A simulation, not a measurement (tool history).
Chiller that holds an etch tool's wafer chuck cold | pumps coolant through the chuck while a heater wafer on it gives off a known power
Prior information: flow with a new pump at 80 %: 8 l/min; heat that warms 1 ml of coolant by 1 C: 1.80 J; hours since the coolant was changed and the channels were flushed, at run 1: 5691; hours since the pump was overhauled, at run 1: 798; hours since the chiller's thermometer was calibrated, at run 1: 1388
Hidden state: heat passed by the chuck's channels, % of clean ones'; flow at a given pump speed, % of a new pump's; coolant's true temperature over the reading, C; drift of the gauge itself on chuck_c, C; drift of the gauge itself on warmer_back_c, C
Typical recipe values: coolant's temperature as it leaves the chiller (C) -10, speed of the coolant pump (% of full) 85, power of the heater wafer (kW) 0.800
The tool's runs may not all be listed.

run     day  coolant's temperature as it leaves the chiller (C)  speed of the coolant pump (% of full)  power of the heater wafer (kW)  hours since the coolant was changed and the channels were flushed  hours since the pump was overhauled  hours since the chiller's thermometer was calibrated  chuck's temperature once it has settled (C)  how much warmer the coolant comes back (C)
  1   0.000                                                 -10                                     85                           0.800                                                               5691                                  798                                                  1388                                         -1.3                                        3.18
  2   1.679                                                 -10                                     85                           0.800                                                               5731                                  838                                                  1429                                         -1.5                                        3.17
      2.117  -- coolant changed, channels flushed
  3   4.662                                                 -10                                     85                           0.800                                                                 61                                  903                                                  1494                                         -2.2                                        3.22
  4   6.417                                                 -10                                     85                           0.800                                                                103                                  946                                                  1536                                         -2.0                                        3.17
  5   8.458                                                 -19                                     85                           0.800                                                                152                                  995                                                  1586                                        -11.1                                        3.18
  6  11.233                                                 -19                                     85                           0.800                                                                219                                 1061                                                  1652                                        -11.0                                        3.21
  7  13.162                                                 -19                                     85                           0.800                                                                265                                 1107                                                  1698                                        -11.1                                        3.20
  8  16.092                                                 -19                                     85                           0.800                                                                335                                 1178                                                  1769                                        -11.1                                        3.22
  9  18.571                                                 -19                                     85                           0.800                                                                395                                 1237                                                  1828                                        -10.9                                        3.19
 10  20.296                                                 -19                                     85                           0.800                                                                436                                 1279                                                  1870                                        -11.0                                        3.21
 11  21.579                                                 -10                                     85                           1.169                                                                467                                 1309                                                  1900                                          1.7                                        4.72
 12  23.679                                                 -10                                     85                           1.169                                                                517                                 1360                                                  1951                                          1.8                                        4.66
 13  26.575                                                 -10                                     85                           1.169                                                                587                                 1429                                                  2020                                          1.6                                        4.73
 14  28.929                                                 -10                                     85                           0.800                                                                644                                 1486                                                  2077                                         -1.8                                        3.24
 15  31.292                                                 -10                                     85                           0.800                                                                700                                 1543                                                  2133                                         -1.6                                        3.23
 16  33.662                                                 -10                                     85                           0.727                                                                757                                 1599                                                  2190                                         -2.4                                        2.92
 17  36.104                                                 -11                                     91                           0.985                                                                816                                 1658                                                  2249                                         -1.4                                        3.69
 18  37.579                                                 -10                                     85                           0.835                                                                851                                 1693                                                  2284                                         -1.3                                        3.44
 19  40.579                                                 -11                                     85                           0.788                                                                923                                 1765                                                  2356                                         -3.0                                        3.21
 20  43.421                                                 -18                                     85                           0.475                                                                991                                 1834                                                  2425                                        -12.9                                        1.96
 21  45.938                                                  -4                                     72                           0.725                                                               1052                                 1894                                                  2485                                          4.4                                        3.54
 22  47.375                                                 -14                                     72                           0.598                                                               1086                                 1928                                                  2519                                         -6.7                                        2.95
 23  50.342                                                 -14                                     76                           0.800                                                               1157                                 2000                                                  2591                                         -5.0                                        3.66
 24  52.288                                                 -14                                     62                           0.547                                                               1204                                 2046                                                  2637                                         -6.8                                        3.17
 25  54.079                                                 -14                                     77                           0.547                                                               1247                                 2089                                                  2680                                         -7.8                                        2.47
 26  56.817                                                 -14                                     77                           0.547                                                               1313                                 2155                                                  2746                                         -7.7                                        2.54
 27  59.912                                                 -14                                     77                           0.547                                                               1387                                 2229                                                  2820                                         -7.6                                        2.55
 28  62.938                                                 -14                                     77                           0.547                                                               1460                                 2302                                                  2893                                         -7.8                                        2.53
 29  64.617                                                  -1                                     84                           0.547                                                               1500                                 2342                                                  2933                                          5.0                                        2.24
 30  65.954                                                  -1                                     84                           0.547                                                               1532                                 2374                                                  2965                                          4.9                                        2.30
 31  68.258                                                  -1                                     84                           0.547                                                               1587                                 2430                                                  3021                                          5.2                                        2.35

Below are 5 alternative next runs, each starting from the tool's condition after run 31. Predict each:
  A  70.762                                                 -17                                     82                           0.547                                                               1647                                 2490                                                  3081                                            ?                                           ?
  B  70.762                                                  -1                                     83                           0.955                                                               1647                                 2490                                                  3081                                            ?                                           ?
  C  70.762                                                  -5                                     97                           0.800                                                               1647                                 2490                                                  3081                                            ?                                           ?
  D  70.762                                                 -10                                     87                           1.112                                                               1647                                 2490                                                  3081                                            ?                                           ?
  E  70.762                                                  -1                                     89                           0.585                                                               1647                                 2490                                                  3081                                            ?                                           ?

run  chuck's temperature once it has settled (C)  how much warmer the coolant comes back (C)
  A                                        -10.8                                        2.36
  B                                          9.4                                        4.03
  C                                          3.0                                        2.88
  D                                          1.5                                        4.55
  E                                          5.2                                        2.28
Take away the tool's hidden state, keep each run's random variation, and the runs would have read:
run  chuck's temperature once it has settled (C)  how much warmer the coolant comes back (C)
  A                                        -11.7                                        2.21
  B                                          8.3                                        3.79
  C                                          2.0                                        2.71
  D                                          0.3                                        4.28
  E                                          4.3                                        2.14
